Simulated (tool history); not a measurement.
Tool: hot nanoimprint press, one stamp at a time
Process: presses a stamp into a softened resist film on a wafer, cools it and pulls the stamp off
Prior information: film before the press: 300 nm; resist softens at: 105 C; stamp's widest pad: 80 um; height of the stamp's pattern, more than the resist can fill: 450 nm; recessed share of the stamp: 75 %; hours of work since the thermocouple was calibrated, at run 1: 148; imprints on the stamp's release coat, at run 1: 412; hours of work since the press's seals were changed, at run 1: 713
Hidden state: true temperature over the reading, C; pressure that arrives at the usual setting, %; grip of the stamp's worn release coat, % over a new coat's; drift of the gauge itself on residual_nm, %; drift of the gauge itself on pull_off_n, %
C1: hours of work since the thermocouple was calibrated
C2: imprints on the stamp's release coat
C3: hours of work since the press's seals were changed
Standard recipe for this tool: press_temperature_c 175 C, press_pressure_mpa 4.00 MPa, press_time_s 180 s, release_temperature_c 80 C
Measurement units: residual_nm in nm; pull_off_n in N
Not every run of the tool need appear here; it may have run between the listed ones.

run 1 hour=0.0 | press_temperature_c=175 press_pressure_mpa=4.00 press_time_s=180 release_temperature_c=80 | C1=148 C2=412 C3=713 | residual_nm=130.7 pull_off_n=140
run 2 hour=32.5 | press_temperature_c=175 press_pressure_mpa=4.00 press_time_s=180 release_temperature_c=80 | C1=169 C2=529 C3=734 | residual_nm=132.2 pull_off_n=142
run 3 hour=56.7 | press_temperature_c=175 press_pressure_mpa=4.00 press_time_s=112 release_temperature_c=80 | C1=185 C2=615 C3=749 | residual_nm=154.0 pull_off_n=142
run 4 hour=94.8 | press_temperature_c=175 press_pressure_mpa=4.00 press_time_s=180 release_temperature_c=80 | C1=209 C2=752 C3=774 | residual_nm=130.2 pull_off_n=147
run 5 hour=121.3 | press_temperature_c=175 press_pressure_mpa=4.00 press_time_s=180 release_temperature_c=80 | C1=226 C2=847 C3=791 | residual_nm=129.9 pull_off_n=151
run 6 hour=155.2 | press_temperature_c=175 press_pressure_mpa=4.00 press_time_s=180 release_temperature_c=80 | C1=248 C2=968 C3=813 | residual_nm=130.5 pull_off_n=158
run 7 hour=185.8 | press_temperature_c=175 press_pressure_mpa=4.00 press_time_s=180 release_temperature_c=80 | C1=268 C2=1079 C3=832 | residual_nm=129.6 pull_off_n=156
-- hour=211.7 press's hydraulic seals changed and the load cell set to zero
run 8 hour=228.5 | press_temperature_c=175 press_pressure_mpa=4.00 press_time_s=180 release_temperature_c=80 | C1=290 C2=1203 C3=11 | residual_nm=125.6 pull_off_n=152
-- hour=261.7 stamp cleaned and given a new release coat
run 9 hour=271.6 | press_temperature_c=175 press_pressure_mpa=4.00 press_time_s=180 release_temperature_c=80 | C1=314 C2=36 C3=35 | residual_nm=127.4 pull_off_n=129
run 10 hour=304.0 | press_temperature_c=175 press_pressure_mpa=4.00 press_time_s=180 release_temperature_c=80 | C1=335 C2=152 C3=56 | residual_nm=125.4 pull_off_n=131
run 11 hour=327.0 | press_temperature_c=175 press_pressure_mpa=4.00 press_time_s=180 release_temperature_c=80 | C1=350 C2=235 C3=70 | residual_nm=125.2 pull_off_n=136
run 12 hour=362.5 | press_temperature_c=175 press_pressure_mpa=4.00 press_time_s=180 release_temperature_c=80 | C1=372 C2=362 C3=93 | residual_nm=124.8 pull_off_n=134
-- hour=368.0 plate thermocouple calibrated
run 13 hour=382.5 | press_temperature_c=175 press_pressure_mpa=4.00 press_time_s=180 release_temperature_c=80 | C1=9 C2=423 C3=104 | residual_nm=119.1 pull_off_n=144
run 14 hour=412.4 | press_temperature_c=175 press_pressure_mpa=4.00 press_time_s=180 release_temperature_c=80 | C1=29 C2=530 C3=123 | residual_nm=119.3 pull_off_n=138
run 15 hour=447.6 | press_temperature_c=175 press_pressure_mpa=4.00 press_time_s=180 release_temperature_c=68 | C1=51 C2=657 C3=146 | residual_nm=118.1 pull_off_n=166
run 16 hour=464.7 | press_temperature_c=167 press_pressure_mpa=4.00 press_time_s=180 release_temperature_c=69 | C1=62 C2=718 C3=157 | residual_nm=175.0 pull_off_n=160
run 17 hour=486.5 | press_temperature_c=175 press_pressure_mpa=6.05 press_time_s=93 release_temperature_c=86 | C1=76 C2=796 C3=171 | residual_nm=122.2 pull_off_n=139
run 18 hour=517.0 | press_temperature_c=175 press_pressure_mpa=6.05 press_time_s=93 release_temperature_c=86 | C1=96 C2=905 C3=191 | residual_nm=121.3 pull_off_n=138
run 19 hour=544.0 | press_temperature_c=173 press_pressure_mpa=6.05 press_time_s=93 release_temperature_c=80 | C1=113 C2=1002 C3=208 | residual_nm=136.1 pull_off_n=153
run 20 hour=584.3 | press_temperature_c=173 press_pressure_mpa=6.05 press_time_s=93 release_temperature_c=80 | C1=139 C2=1147 C3=234 | residual_nm=133.9 pull_off_n=154
-- hour=592.2 plate thermocouple calibrated, once more
run 21 hour=620.1 | press_temperature_c=173 press_pressure_mpa=6.05 press_time_s=93 release_temperature_c=80 | C1=18 C2=1264 C3=255 | residual_nm=150.4 pull_off_n=171
-- hour=636.1 stamp cleaned and given a new release coat
run 22 hour=647.3 | press_temperature_c=173 press_pressure_mpa=6.05 press_time_s=93 release_temperature_c=80 | C1=32 C2=40 C3=269 | residual_nm=151.2 pull_off_n=133
run 23 hour=669.9 | press_temperature_c=173 press_pressure_mpa=6.05 press_time_s=246 release_temperature_c=80 | C1=46 C2=121 C3=283 | residual_nm=107.4 pull_off_n=132
run 24 hour=689.8 | press_temperature_c=175 press_pressure_mpa=4.00 press_time_s=91 release_temperature_c=80 | C1=59 C2=193 C3=296 | residual_nm=163.8 pull_off_n=132
run 25 hour=717.7 | press_temperature_c=183 press_pressure_mpa=4.00 press_time_s=333 release_temperature_c=80 | C1=77 C2=293 C3=314 | residual_nm=67.4 pull_off_n=133

Run 26 comes next. What will it give?
run 26 hour=740.5 | press_temperature_c=164 press_pressure_mpa=2.41 press_time_s=98 release_temperature_c=85 | C1=92 C2=375 C3=329 | residual_nm=? pull_off_n=?

{"run 26": {"residual_nm": 269.9, "pull_off_n": 131}}
Had the tool carried no hidden state, the very same run would have given residual_nm 271.5 nm, pull_off_n 120 N.
